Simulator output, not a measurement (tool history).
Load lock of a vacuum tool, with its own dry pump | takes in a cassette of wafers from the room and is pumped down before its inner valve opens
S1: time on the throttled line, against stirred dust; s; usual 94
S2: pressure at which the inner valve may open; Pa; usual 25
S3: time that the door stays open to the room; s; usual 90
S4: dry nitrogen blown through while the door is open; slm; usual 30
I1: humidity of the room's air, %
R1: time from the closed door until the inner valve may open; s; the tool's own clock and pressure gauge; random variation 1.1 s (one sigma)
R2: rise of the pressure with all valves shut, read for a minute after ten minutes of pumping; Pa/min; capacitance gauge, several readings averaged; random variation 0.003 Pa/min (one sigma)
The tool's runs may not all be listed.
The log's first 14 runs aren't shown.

run 15 hour=5745.6 | S1=94 S2=25 S3=90 S4=30 | I1=45.0 | R1=176.7 R2=0.574
run 16 hour=6203.2 | S1=94 S2=25 S3=90 S4=30 | I1=45.6 | R1=176.1 R2=0.615
run 17 hour=6627.9 | S1=94 S2=31 S3=90 S4=19 | I1=44.7 | R1=175.4 R2=0.647
run 18 hour=6977.0 | S1=65 S2=20 S3=63 S4=5 | I1=42.1 | R1=157.0 R2=0.678
run 19 hour=7448.2 | S1=65 S2=20 S3=63 S4=5 | I1=40.0 | R1=160.9 R2=0.702
run 20 hour=7831.7 | S1=94 S2=19 S3=192 S4=30 | I1=46.0 | R1=185.4 R2=0.739
-- hour=8126.0 door's seal changed, seat wiped
run 21 hour=8350.0 | S1=51 S2=19 S3=192 S4=29 | I1=44.0 | R1=151.3 R2=0.066
run 22 hour=8717.2 | S1=63 S2=23 S3=90 S4=16 | I1=44.4 | R1=161.3 R2=0.065
run 23 hour=9185.5 | S1=63 S2=34 S3=90 S4=16 | I1=45.6 | R1=154.8 R2=0.075
run 24 hour=9454.4 | S1=122 S2=24 S3=90 S4=16 | I1=44.0 | R1=204.7 R2=0.077
run 25 hour=9984.4 | S1=152 S2=24 S3=29 S4=6 | I1=46.3 | R1=229.6 R2=0.077
run 26 hour=10267.3 | S1=94 S2=50 S3=150 S4=30 | I1=47.0 | R1=176.1 R2=0.103
run 27 hour=10783.9 | S1=94 S2=50 S3=150 S4=30 | I1=45.5 | R1=179.4 R2=0.112
run 28 hour=11029.8 | S1=94 S2=30 S3=90 S4=30 | I1=47.3 | R1=184.4 R2=0.111
run 29 hour=11444.2 | S1=74 S2=26 S3=31 S4=18 | I1=45.8 | R1=174.0 R2=0.107
run 30 hour=11843.2 | S1=94 S2=20 S3=90 S4=30 | I1=46.3 | R1=192.3 R2=0.129
run 31 hour=12231.6 | S1=94 S2=20 S3=90 S4=30 | I1=44.9 | R1=195.8 R2=0.139
run 32 hour=12492.3 | S1=94 S2=25 S3=90 S4=6 | I1=41.3 | R1=190.5 R2=0.168

Forecast each of these 3 alternatives for the next run:
run A hour=12974.4 | S1=94 S2=31 S3=90 S4=6 | I1=41.1 | R1=? R2=?
run B hour=12974.4 | S1=94 S2=37 S3=90 S4=30 | I1=44.1 | R1=? R2=?
run C hour=12974.4 | S1=94 S2=33 S3=28 S4=6 | I1=48.0 | R1=? R2=?

run=A R1=188.4 R2=0.183
run=B R1=184.6 R2=0.161
run=C R1=187.7 R2=0.162
Without the tool's hidden state the same runs would have given:
run=A R1=173.0 R2=0.068
run=B R1=169.7 R2=0.044
run=C R1=172.5 R2=0.045
